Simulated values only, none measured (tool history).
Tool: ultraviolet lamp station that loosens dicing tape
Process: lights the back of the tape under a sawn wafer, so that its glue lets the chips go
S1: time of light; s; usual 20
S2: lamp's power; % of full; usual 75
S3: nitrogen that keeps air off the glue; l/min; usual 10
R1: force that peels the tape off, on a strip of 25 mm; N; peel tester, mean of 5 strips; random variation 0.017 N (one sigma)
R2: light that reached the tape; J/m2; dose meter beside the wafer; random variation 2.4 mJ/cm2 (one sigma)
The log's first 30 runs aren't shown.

{"run": 31, "hour": 756.4, "S1": 15, "S2": 75, "S3": 10, "R1": 1.963, "R2": 1510}
{"run": 32, "hour": 790.8, "S1": 20, "S2": 87, "S3": 13, "R1": 0.821, "R2": 2310}
{"run": 33, "hour": 806.0, "S1": 17, "S2": 94, "S3": 12, "R1": 1.04, "R2": 2100}
{"run": 34, "hour": 825.7, "S1": 16, "S2": 73, "S3": 12, "R1": 1.728, "R2": 1500}
{"run": 35, "hour": 850.4, "S1": 27, "S2": 94, "S3": 3, "R1": 1.29, "R2": 3260}
{"run": 36, "hour": 879.2, "S1": 27, "S2": 94, "S3": 3, "R1": 1.295, "R2": 3210}
{"run": 37, "hour": 906.7, "S1": 11, "S2": 68, "S3": 7, "R1": 3.576, "R2": 930}
{"run": 38, "hour": 938.0, "S1": 20, "S2": 68, "S3": 10, "R1": 1.678, "R2": 1690}
{"run": 39, "hour": 963.2, "S1": 39, "S2": 76, "S3": 10, "R1": 0.414, "R2": 3600}
{"run": 40, "hour": 984.3, "S1": 20, "S2": 77, "S3": 8, "R1": 1.633, "R2": 1860}
{"run": 41, "hour": 1014.0, "S1": 37, "S2": 75, "S3": 10, "R1": 0.504, "R2": 3300}
{"run": 42, "hour": 1034.2, "S1": 23, "S2": 70, "S3": 5, "R1": 1.997, "R2": 1920}

Forecast each of these 5 alternatives for the next run:
{"hour": 1056.6, "done": "window cleaned of glue's vapour"}
{"run": "A", "hour": 1066.9, "S1": 17, "S2": 88, "S3": 6, "R1": "?", "R2": "?"}
{"hour": 1056.6, "done": "window cleaned of glue's vapour"}
{"run": "B", "hour": 1066.9, "S1": 13, "S2": 75, "S3": 10, "R1": "?", "R2": "?"}
{"hour": 1056.6, "done": "window cleaned of glue's vapour"}
{"run": "C", "hour": 1066.9, "S1": 39, "S2": 67, "S3": 5, "R1": "?", "R2": "?"}
{"hour": 1056.6, "done": "window cleaned of glue's vapour"}
{"run": "D", "hour": 1066.9, "S1": 16, "S2": 84, "S3": 10, "R1": "?", "R2": "?"}
{"hour": 1056.6, "done": "window cleaned of glue's vapour"}
{"run": "E", "hour": 1066.9, "S1": 26, "S2": 70, "S3": 5, "R1": "?", "R2": "?"}

run=A R1=1.746 R2=2050
run=B R1=2.354 R2=1320
run=C R1=0.733 R2=3560
run=D R1=1.47 R2=1780
run=E R1=1.455 R2=2430
Without the tool's hidden state the same runs would have given:
run=A R1=1.182 R2=2600
run=B R1=1.697 R2=1680
run=C R1=0.464 R2=4520
run=D R1=0.975 R2=2270
run=E R1=0.956 R2=3090
